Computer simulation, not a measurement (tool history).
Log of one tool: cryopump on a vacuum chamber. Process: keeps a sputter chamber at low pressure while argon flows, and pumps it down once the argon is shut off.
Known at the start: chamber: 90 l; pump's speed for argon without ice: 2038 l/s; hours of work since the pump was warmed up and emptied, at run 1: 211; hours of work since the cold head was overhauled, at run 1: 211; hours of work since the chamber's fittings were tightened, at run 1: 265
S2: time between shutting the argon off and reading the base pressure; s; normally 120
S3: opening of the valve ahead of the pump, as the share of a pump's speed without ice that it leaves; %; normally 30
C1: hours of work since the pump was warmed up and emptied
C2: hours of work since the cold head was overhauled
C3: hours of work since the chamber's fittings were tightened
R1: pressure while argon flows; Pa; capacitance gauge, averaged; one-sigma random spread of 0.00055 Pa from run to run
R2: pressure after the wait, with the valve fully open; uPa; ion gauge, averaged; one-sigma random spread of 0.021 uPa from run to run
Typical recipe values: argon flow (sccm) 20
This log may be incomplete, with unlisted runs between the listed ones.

run 1 hour=0 | argon_flow_(sccm)=20 S2=120 S3=30 | C1=211 C2=211 C3=265 | R1=0.057 R2=0.63
run 2 hour=23.9 | argon_flow_(sccm)=20 S2=120 S3=30 | C1=222 C2=222 C3=277 | R1=0.0574 R2=0.62
run 3 hour=36.2 | argon_flow_(sccm)=20 S2=120 S3=30 | C1=228 C2=228 C3=283 | R1=0.058 R2=0.6
run 4 hour=53.8 | argon_flow_(sccm)=20 S2=120 S3=30 | C1=237 C2=237 C3=292 | R1=0.0578 R2=0.63
run 5 hour=75 | argon_flow_(sccm)=20 S2=120 S3=30 | C1=247 C2=247 C3=302 | R1=0.0573 R2=0.63
run 6 hour=86.4 | argon_flow_(sccm)=20 S2=120 S3=22 | C1=253 C2=253 C3=308 | R1=0.0776 R2=0.62
run 7 hour=101.9 | argon_flow_(sccm)=20 S2=120 S3=31 | C1=260 C2=260 C3=315 | R1=0.0565 R2=0.62
run 8 hour=115.6 | argon_flow_(sccm)=20 S2=120 S3=31 | C1=267 C2=267 C3=322 | R1=0.0564 R2=0.67
run 9 hour=128.3 | argon_flow_(sccm)=20 S2=120 S3=31 | C1=273 C2=273 C3=328 | R1=0.0564 R2=0.65
run 10 hour=143 | argon_flow_(sccm)=12 S2=120 S3=30 | C1=281 C2=281 C3=335 | R1=0.035 R2=0.66
run 11 hour=161 | argon_flow_(sccm)=12 S2=120 S3=30 | C1=289 C2=289 C3=344 | R1=0.0346 R2=0.65
run 12 hour=172.8 | argon_flow_(sccm)=11 S2=147 S3=30 | C1=295 C2=295 C3=350 | R1=0.0315 R2=0.59
run 13 hour=186.1 | argon_flow_(sccm)=28 S2=120 S3=16 | C1=302 C2=302 C3=356 | R1=0.15 R2=0.63
run 14 hour=212.1 | argon_flow_(sccm)=28 S2=120 S3=16 | C1=314 C2=314 C3=369 | R1=0.1482 R2=0.67
run 15 hour=240 | argon_flow_(sccm)=12 S2=21 S3=16 | C1=328 C2=328 C3=383 | R1=0.0636 R2=2.24
run 16 hour=259.3 | argon_flow_(sccm)=20 S2=276 S3=30 | C1=337 C2=337 C3=392 | R1=0.0586 R2=0.51
run 17 hour=286.7 | argon_flow_(sccm)=20 S2=276 S3=30 | C1=351 C2=351 C3=406 | R1=0.0586 R2=0.51
run 18 hour=300 | argon_flow_(sccm)=11 S2=120 S3=39 | C1=357 C2=357 C3=412 | R1=0.0254 R2=0.7
run 19 hour=322.4 | argon_flow_(sccm)=11 S2=80 S3=24 | C1=368 C2=368 C3=423 | R1=0.0401 R2=0.9
run 20 hour=348 | argon_flow_(sccm)=11 S2=80 S3=24 | C1=381 C2=381 C3=436 | R1=0.0401 R2=0.88
run 21 hour=361.5 | argon_flow_(sccm)=11 S2=80 S3=24 | C1=387 C2=387 C3=442 | R1=0.0395 R2=0.93
run 22 hour=373.5 | argon_flow_(sccm)=29 S2=120 S3=22 | C1=393 C2=393 C3=448 | R1=0.1149 R2=0.71

Forecast each of these 4 alternatives for the next run:
run A hour=401.5 | argon_flow_(sccm)=20 S2=108 S3=59 | C1=407 C2=407 C3=462 | R1=? R2=?
run B hour=401.5 | argon_flow_(sccm)=22 S2=80 S3=16 | C1=407 C2=407 C3=462 | R1=? R2=?
run C hour=401.5 | argon_flow_(sccm)=35 S2=120 S3=16 | C1=407 C2=407 C3=462 | R1=? R2=?
run D hour=401.5 | argon_flow_(sccm)=15 S2=124 S3=34 | C1=407 C2=407 C3=462 | R1=? R2=?

run=A R1=0.0326 R2=0.77
run=B R1=0.1183 R2=0.92
run=C R1=0.1877 R2=0.77
run=D R1=0.0402 R2=0.71
Had the tool no hidden state, the same runs would have come out as:
run=A R1=0.0286 R2=0.51
run=B R1=0.1139 R2=0.66
run=C R1=0.1807 R2=0.49
run=D R1=0.0372 R2=0.45
